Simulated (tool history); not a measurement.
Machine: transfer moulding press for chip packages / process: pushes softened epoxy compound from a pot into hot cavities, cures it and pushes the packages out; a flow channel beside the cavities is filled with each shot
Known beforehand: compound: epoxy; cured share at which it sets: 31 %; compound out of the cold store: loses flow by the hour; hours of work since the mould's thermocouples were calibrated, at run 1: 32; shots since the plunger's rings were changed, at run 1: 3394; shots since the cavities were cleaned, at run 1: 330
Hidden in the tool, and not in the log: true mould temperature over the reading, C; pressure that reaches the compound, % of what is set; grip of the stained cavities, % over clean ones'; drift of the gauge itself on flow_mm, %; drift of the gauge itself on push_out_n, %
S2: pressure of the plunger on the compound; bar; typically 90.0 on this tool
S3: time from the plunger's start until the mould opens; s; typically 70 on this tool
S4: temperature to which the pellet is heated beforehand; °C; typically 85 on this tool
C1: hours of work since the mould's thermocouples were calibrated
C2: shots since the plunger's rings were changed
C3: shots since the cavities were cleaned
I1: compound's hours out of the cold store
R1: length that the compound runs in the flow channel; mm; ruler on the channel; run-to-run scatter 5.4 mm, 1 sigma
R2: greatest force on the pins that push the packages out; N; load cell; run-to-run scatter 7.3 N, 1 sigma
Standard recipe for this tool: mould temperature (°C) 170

Run 1, hour 0.0: usual settings; C1 32; C2 3394; C3 330; I1 34.8. Result: R1 919 mm, R2 303 N.
Run 2, hour 22.0: usual settings; C1 46; C2 3748; C3 684; I1 18.3. Result: R1 1022 mm, R2 320 N.
At hour 37.9: cavities cleaned with cleaning compound and waxed.
Run 3, hour 42.8: usual settings but S2 75.4 bar; C1 58; C2 4059; C3 78; I1 33.6. Result: R1 852 mm, R2 309 N.
Run 4, hour 52.7: usual settings but S2 75.4 bar; C1 65; C2 4219; C3 238; I1 23.8. Result: R1 893 mm, R2 301 N.
Run 5, hour 69.2: usual settings but S2 75.4 bar; C1 75; C2 4485; C3 504; I1 15.0. Result: R1 952 mm, R2 316 N.
Run 6, hour 84.2: usual settings but mould temperature (°C) 169, S2 75.4 bar, S3 67 s; C1 85; C2 4726; C3 745; I1 34.4. Result: R1 839 mm, R2 349 N.
At hour 88.1: plunger's sealing rings changed.
Run 7, hour 95.9: usual settings but S4 90 °C; C1 91; C2 125; C3 893; I1 11.6. Result: R1 1053 mm, R2 329 N.
At hour 99.3: cavities cleaned with cleaning compound and waxed.
Run 8, hour 117.2: usual settings but mould temperature (°C) 173, S3 54 s, S4 87 °C; C1 103; C2 444; C3 288; I1 18.1. Result: R1 1018 mm, R2 425 N.
Run 9, hour 126.6: usual settings but S2 94.9 bar, S3 73 s, S4 87 °C; C1 109; C2 596; C3 440; I1 37.8. Result: R1 937 mm, R2 288 N.
Run 10, hour 139.6: usual settings but S2 94.9 bar, S3 73 s, S4 87 °C; C1 118; C2 805; C3 649; I1 34.7. Result: R1 947 mm, R2 291 N.

How the hidden state differs across the entries between the runs, from the last listed run before each to the first after it:
In the gap between runs 2 and 3: cavities cleaned with cleaning compound and waxed (hour 37.9)
  pressure that reaches the compound, % of what is set: 99.73 -> 99.7; grip of the stained cavities, % over clean ones': 1.2 -> 0.2
In the gap between runs 6 and 7: plunger's sealing rings changed (hour 88.1)
  pressure that reaches the compound, % of what is set: 99.66 -> 99.98; grip of the stained cavities, % over clean ones': 1.3 -> 1.4
In the gap between runs 7 and 8: cavities cleaned with cleaning compound and waxed (hour 99.3)
  pressure that reaches the compound, % of what is set: 99.98 -> 99.96; grip of the stained cavities, % over clean ones': 1.4 -> 0.7

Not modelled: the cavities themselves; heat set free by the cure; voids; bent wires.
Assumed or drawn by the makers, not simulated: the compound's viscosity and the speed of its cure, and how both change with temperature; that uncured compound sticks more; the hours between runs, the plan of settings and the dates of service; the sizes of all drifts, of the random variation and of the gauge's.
